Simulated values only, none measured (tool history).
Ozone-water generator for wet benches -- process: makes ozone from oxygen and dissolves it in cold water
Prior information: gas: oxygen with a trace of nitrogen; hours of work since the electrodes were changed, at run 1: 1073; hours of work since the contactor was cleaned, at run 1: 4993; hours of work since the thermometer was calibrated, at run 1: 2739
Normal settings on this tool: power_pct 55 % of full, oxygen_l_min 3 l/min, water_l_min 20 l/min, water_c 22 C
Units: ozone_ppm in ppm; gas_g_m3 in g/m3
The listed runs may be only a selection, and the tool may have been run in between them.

| run | hour | power_pct | oxygen_l_min | water_l_min | water_c | hours of work since the electrodes were changed | hours of work since the contactor was cleaned | hours of work since the thermometer was calibrated | ozone_ppm | gas_g_m3 |
|---|---|---|---|---|---|---|---|---|---|---|
| 1 | 0 | 55 | 3 | 20 | 22 | 1073 | 4993 | 2739 | 13.7 | 182.7 |
| 2 | 87.3 | 55 | 3 | 20 | 22 | 1132 | 5051 | 2798 | 13.7 | 181.8 |
| 3 | 188 | 55 | 3 | 20 | 22 | 1200 | 5119 | 2866 | 13.5 | 182.2 |
| 4 | 292.6 | 55 | 1.78 | 20 | 22 | 1270 | 5190 | 2936 | 11.7 | 232.7 |
| 5 | 336.3 | 55 | 1.78 | 20 | 22 | 1300 | 5219 | 2965 | 11.7 | 231.2 |
| 6 | 382.6 | 55 | 3 | 23 | 22 | 1331 | 5250 | 2997 | 11.8 | 180.9 |
| 7 | 491.2 | 55 | 3 | 20 | 22 | 1404 | 5323 | 3070 | 13.5 | 183.1 |
| 8 | 594.9 | 55 | 3 | 20 | 22 | 1474 | 5393 | 3139 | 13.2 | 180.9 |
| 9 | 639.3 | 55 | 3.86 | 16 | 16 | 1504 | 5423 | 3169 | 18.2 | 160.5 |
| 10 | 727.5 | 55 | 3.85 | 24 | 16 | 1563 | 5482 | 3229 | 12.7 | 161.3 |
| 11 | 808.5 | 55 | 2.19 | 27 | 16 | 1618 | 5537 | 3283 | 9.4 | 212.2 |
| 12 | 871.8 | 55 | 1.54 | 21 | 27 | 1660 | 5579 | 3326 | 10.3 | 246 |
| 13 | 953.7 | 97 | 3.73 | 29 | 16 | 1715 | 5635 | 3381 | 13.9 | 222.7 |

Alternative continuations, all from the tool just after run 13; predict every row:
| A | 1027.3 | 97 | 3.73 | 29 | 16 | 1765 | 5684 | 3430 | ? | ? |
| B | 1027.3 | 56 | 3.62 | 30 | 22 | 1765 | 5684 | 3430 | ? | ? |
| C | 1027.3 | 83 | 3.73 | 15 | 16 | 1765 | 5684 | 3430 | ? | ? |
| D | 1027.3 | 95 | 3 | 20 | 26 | 1765 | 5684 | 3430 | ? | ? |
| E | 1027.3 | 58 | 3.73 | 12 | 26 | 1765 | 5684 | 3430 | ? | ? |

| run | ozone_ppm | gas_g_m3 |
|---|---|---|
| A | 13.9 | 219 |
| B | 9.5 | 167.6 |
| C | 23.6 | 204 |
| D | 16.9 | 239.1 |
| E | 19.7 | 169.5 |
With no hidden state in the tool, these same runs would have given:
| run | ozone_ppm | gas_g_m3 |
|---|---|---|
| A | 15.1 | 230.6 |
| B | 10.2 | 174.2 |
| C | 25.3 | 214.1 |
| D | 18.2 | 251.8 |
| E | 20.8 | 176.4 |
